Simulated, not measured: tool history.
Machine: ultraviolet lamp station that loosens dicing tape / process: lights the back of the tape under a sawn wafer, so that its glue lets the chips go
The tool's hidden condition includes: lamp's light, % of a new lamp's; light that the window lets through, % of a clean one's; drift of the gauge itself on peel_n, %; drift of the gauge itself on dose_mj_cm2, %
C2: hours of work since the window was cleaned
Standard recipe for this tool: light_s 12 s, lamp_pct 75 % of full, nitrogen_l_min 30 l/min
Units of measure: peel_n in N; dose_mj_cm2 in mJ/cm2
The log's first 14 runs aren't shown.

run 15 hour=275.3 | light_s=12 lamp_pct=72 nitrogen_l_min=30 | hours_of_work_of_the_lamp=601 C2=142 | peel_n=0.956 dose_mj_cm2=155
run 16 hour=289.6 | light_s=12 lamp_pct=72 nitrogen_l_min=30 | hours_of_work_of_the_lamp=612 C2=152 | peel_n=0.932 dose_mj_cm2=159
run 17 hour=312.7 | light_s=12 lamp_pct=75 nitrogen_l_min=30 | hours_of_work_of_the_lamp=629 C2=170 | peel_n=0.867 dose_mj_cm2=156
run 18 hour=328.9 | light_s=12 lamp_pct=75 nitrogen_l_min=30 | hours_of_work_of_the_lamp=641 C2=182 | peel_n=0.889 dose_mj_cm2=156
run 19 hour=353.4 | light_s=12 lamp_pct=75 nitrogen_l_min=30 | hours_of_work_of_the_lamp=659 C2=200 | peel_n=0.929 dose_mj_cm2=157
-- hour=363.1 window cleaned of glue's vapour
run 20 hour=380.2 | light_s=15 lamp_pct=77 nitrogen_l_min=51 | hours_of_work_of_the_lamp=679 C2=13 | peel_n=0.421 dose_mj_cm2=226
run 21 hour=398.8 | light_s=13 lamp_pct=98 nitrogen_l_min=35 | hours_of_work_of_the_lamp=692 C2=27 | peel_n=0.398 dose_mj_cm2=243
run 22 hour=418.5 | light_s=13 lamp_pct=73 nitrogen_l_min=23 | hours_of_work_of_the_lamp=707 C2=41 | peel_n=0.779 dose_mj_cm2=177
run 23 hour=433 | light_s=20 lamp_pct=71 nitrogen_l_min=30 | hours_of_work_of_the_lamp=718 C2=52 | peel_n=0.358 dose_mj_cm2=265
run 24 hour=459.1 | light_s=9 lamp_pct=75 nitrogen_l_min=17 | hours_of_work_of_the_lamp=737 C2=71 | peel_n=1.521 dose_mj_cm2=125
run 25 hour=481.5 | light_s=9 lamp_pct=75 nitrogen_l_min=17 | hours_of_work_of_the_lamp=754 C2=88 | peel_n=1.509 dose_mj_cm2=123
run 26 hour=496.7 | light_s=15 lamp_pct=87 nitrogen_l_min=36 | hours_of_work_of_the_lamp=765 C2=99 | peel_n=0.41 dose_mj_cm2=234
run 27 hour=522.3 | light_s=19 lamp_pct=92 nitrogen_l_min=44 | hours_of_work_of_the_lamp=784 C2=119 | peel_n=0.259 dose_mj_cm2=307
run 28 hour=542.7 | light_s=13 lamp_pct=98 nitrogen_l_min=12 | hours_of_work_of_the_lamp=800 C2=134 | peel_n=0.692 dose_mj_cm2=218
run 29 hour=559.2 | light_s=13 lamp_pct=98 nitrogen_l_min=12 | hours_of_work_of_the_lamp=812 C2=146 | peel_n=0.709 dose_mj_cm2=219
run 30 hour=583.5 | light_s=7 lamp_pct=75 nitrogen_l_min=10 | hours_of_work_of_the_lamp=830 C2=164 | peel_n=2.384 dose_mj_cm2=86
run 31 hour=608.7 | light_s=10 lamp_pct=67 nitrogen_l_min=33 | hours_of_work_of_the_lamp=849 C2=183 | peel_n=1.454 dose_mj_cm2=108
run 32 hour=634.6 | light_s=19 lamp_pct=78 nitrogen_l_min=10 | hours_of_work_of_the_lamp=868 C2=202 | peel_n=0.667 dose_mj_cm2=237
-- hour=641.1 window cleaned of glue's vapour
run 33 hour=647.7 | light_s=19 lamp_pct=69 nitrogen_l_min=27 | hours_of_work_of_the_lamp=877 C2=5 | peel_n=0.418 dose_mj_cm2=244
run 34 hour=660.1 | light_s=19 lamp_pct=69 nitrogen_l_min=27 | hours_of_work_of_the_lamp=887 C2=14 | peel_n=0.443 dose_mj_cm2=240
run 35 hour=679.2 | light_s=16 lamp_pct=94 nitrogen_l_min=30 | hours_of_work_of_the_lamp=901 C2=28 | peel_n=0.335 dose_mj_cm2=266
run 36 hour=692.4 | light_s=12 lamp_pct=75 nitrogen_l_min=40 | hours_of_work_of_the_lamp=911 C2=38 | peel_n=0.783 dose_mj_cm2=160
run 37 hour=713.6 | light_s=12 lamp_pct=75 nitrogen_l_min=39 | hours_of_work_of_the_lamp=926 C2=54 | peel_n=0.797 dose_mj_cm2=159

4 ways to go on from here, each from the tool as it stands after run 37. What would each give?
run A hour=738.2 | light_s=24 lamp_pct=62 nitrogen_l_min=12 | hours_of_work_of_the_lamp=945 C2=72 | peel_n=? dose_mj_cm2=?
run B hour=738.2 | light_s=8 lamp_pct=67 nitrogen_l_min=39 | hours_of_work_of_the_lamp=945 C2=72 | peel_n=? dose_mj_cm2=?
run C hour=738.2 | light_s=7 lamp_pct=64 nitrogen_l_min=29 | hours_of_work_of_the_lamp=945 C2=72 | peel_n=? dose_mj_cm2=?
run D hour=738.2 | light_s=10 lamp_pct=75 nitrogen_l_min=14 | hours_of_work_of_the_lamp=945 C2=72 | peel_n=? dose_mj_cm2=?

run=A peel_n=0.554 dose_mj_cm2=260
run=B peel_n=1.766 dose_mj_cm2=94
run=C peel_n=2.252 dose_mj_cm2=78
run=D peel_n=1.472 dose_mj_cm2=129
The same runs, with their run-to-run variation unchanged, on a tool lacking any hidden condition would have given:
run=A peel_n=0.355 dose_mj_cm2=339
run=B peel_n=1.25 dose_mj_cm2=123
run=C peel_n=1.696 dose_mj_cm2=102
run=D peel_n=1.005 dose_mj_cm2=169

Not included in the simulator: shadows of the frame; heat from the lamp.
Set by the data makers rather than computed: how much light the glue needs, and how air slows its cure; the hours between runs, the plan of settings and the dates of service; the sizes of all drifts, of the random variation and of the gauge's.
